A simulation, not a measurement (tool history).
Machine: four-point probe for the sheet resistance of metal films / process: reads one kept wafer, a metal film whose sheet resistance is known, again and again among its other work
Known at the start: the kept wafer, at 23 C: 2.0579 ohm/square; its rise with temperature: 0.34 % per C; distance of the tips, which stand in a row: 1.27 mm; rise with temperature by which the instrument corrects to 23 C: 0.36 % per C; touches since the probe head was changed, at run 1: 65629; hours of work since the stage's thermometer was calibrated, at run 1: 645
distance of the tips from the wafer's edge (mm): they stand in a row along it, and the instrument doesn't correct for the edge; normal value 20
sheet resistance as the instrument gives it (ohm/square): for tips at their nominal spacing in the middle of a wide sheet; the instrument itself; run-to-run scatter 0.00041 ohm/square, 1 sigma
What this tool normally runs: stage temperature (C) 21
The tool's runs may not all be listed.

run,hour,stage temperature (C),distance of the tips from the wafer's edge (mm),touches since the probe head was changed,hours of work since the stage's thermometer was calibrated,sheet resistance as the instrument gives it (ohm/square)
1,0,21,20,65629,645,2.070276
2,39.4,21,20,67833,673,2.069445
3,83.9,21,20,70319,705,2.070609
4,133.9,21,20,73114,741,2.070447
5,182.5,21,20,75827,777,2.070673
6,219.9,21,20,77918,804,2.071376
7,271.4,18,42,80797,841,2.070015
8,308.9,31,8,82891,868,2.091667
9,360.2,31,8,85759,905,2.091077
10,398.2,31,8,87884,933,2.09165
11,448.5,35,3,90696,969,2.242609
12,500.1,35,3,93580,1007,2.242377

How would selected steps in sheet resistance as the instrument gives it (ohm/square) from run to run divide? Give the signed amount a tool lacking its hidden state would still show from settings, what came in and random variation, and the signed amount left for the hidden state, including any gauge scatter that is not in both of the compared results.
Hidden state present: inner tips' distance over the nominal, %; tips' flats over new ones', %; wafer's true temperature over the reading, C; drift of the gauge itself on sheet_ohm, %.
Run 10 -> 11: stage temperature (C) 31 -> 35, distance of the tips from the wafer's edge (mm) 8 -> 3. sheet resistance as the instrument gives it (ohm/square) +0.150959: hidden state +0.0009, all else +0.150059.

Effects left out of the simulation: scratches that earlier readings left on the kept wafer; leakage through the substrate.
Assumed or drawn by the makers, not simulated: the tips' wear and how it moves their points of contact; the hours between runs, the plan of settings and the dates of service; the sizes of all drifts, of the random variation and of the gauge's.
